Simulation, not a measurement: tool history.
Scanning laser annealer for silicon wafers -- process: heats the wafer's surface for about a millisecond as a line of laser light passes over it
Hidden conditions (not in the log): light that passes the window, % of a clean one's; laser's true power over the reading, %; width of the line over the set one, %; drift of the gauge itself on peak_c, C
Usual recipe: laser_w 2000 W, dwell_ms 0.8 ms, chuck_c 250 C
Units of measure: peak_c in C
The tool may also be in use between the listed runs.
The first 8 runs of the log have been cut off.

| run | hour | laser_w | dwell_ms | chuck_c | hours of work since the window was cleaned | hours of work since the power meter was calibrated | hours of work since the optics were aligned | peak_c |
|---|---|---|---|---|---|---|---|---|
| 9 | 98.9 | 2131 | 0.8 | 250 | 107 | 311 | 1449 | 1097 |
| 10 | 110.3 | 2131 | 0.8 | 250 | 113 | 317 | 1455 | 1098 |
| 11 | 125.9 | 2131 | 0.8 | 250 | 122 | 325 | 1463 | 1097 |
| 12 | 140 | 2131 | 0.8 | 250 | 129 | 333 | 1471 | 1095 |
| 13 | 150.2 | 2131 | 0.8 | 250 | 135 | 338 | 1476 | 1094 |
| 14 | 164.5 | 2131 | 0.8 | 250 | 142 | 346 | 1484 | 1094 |
| 15 | 180.4 | 2131 | 0.8 | 250 | 151 | 354 | 1493 | 1091 |
| 16 | 189.9 | 2131 | 0.8 | 250 | 156 | 359 | 1498 | 1095 |
| 17 | 203.7 | 2131 | 0.8 | 250 | 163 | 367 | 1505 | 1093 |
| 18 | 216.2 | 1864 | 0.606 | 250 | 170 | 373 | 1512 | 874 |
| 19 | 227.9 | 2000 | 0.8 | 215 | 176 | 379 | 1518 | 993 |
| 20 | 244.3 | 2000 | 0.965 | 215 | 185 | 388 | 1527 | 1066 |
| 21 | 260.7 | 1806 | 0.965 | 240 | 193 | 397 | 1535 | 989 |
| 22 | 270.5 | 1806 | 0.965 | 240 | 199 | 402 | 1541 | 987 |
| 23 | 282.7 | 1740 | 0.965 | 239 | 205 | 409 | 1547 | 953 |
| 24 | 299.3 | 2041 | 0.8 | 239 | 214 | 418 | 1556 | 1032 |
| 25 | 311 | 2000 | 0.863 | 272 | 220 | 424 | 1562 | 1077 |
| 26 | 319.4 | 1996 | 0.648 | 217 | 225 | 428 | 1567 | 914 |
| 27 | 331.6 | 1996 | 0.648 | 217 | 231 | 435 | 1573 | 914 |
| 28 | 348 | 2049 | 0.8 | 264 | 240 | 444 | 1582 | 1060 |
| 29 | 361.6 | 2000 | 0.8 | 245 | 247 | 451 | 1589 | 1017 |
| 30 | 373.1 | 2002 | 0.8 | 282 | 253 | 457 | 1595 | 1054 |

Below are 5 alternative next runs, each starting from the tool's condition after run 30. Predict each:
| A | 380.5 | 2002 | 0.927 | 229 | 257 | 461 | 1599 | ? |
| B | 380.5 | 1736 | 0.965 | 238 | 257 | 461 | 1599 | ? |
| C | 380.5 | 2059 | 0.8 | 257 | 257 | 461 | 1599 | ? |
| D | 380.5 | 2087 | 0.8 | 282 | 257 | 461 | 1599 | ? |
| E | 380.5 | 2000 | 0.962 | 250 | 257 | 461 | 1599 | ? |

| run | peak_c |
|---|---|
| A | 1055 |
| B | 944 |
| C | 1056 |
| D | 1097 |
| E | 1092 |
The same runs, with their run-to-run variation unchanged, on a tool lacking any hidden condition would have given:
| run | peak_c |
|---|---|
| A | 1100 |
| B | 982 |
| C | 1100 |
| D | 1142 |
| E | 1138 |

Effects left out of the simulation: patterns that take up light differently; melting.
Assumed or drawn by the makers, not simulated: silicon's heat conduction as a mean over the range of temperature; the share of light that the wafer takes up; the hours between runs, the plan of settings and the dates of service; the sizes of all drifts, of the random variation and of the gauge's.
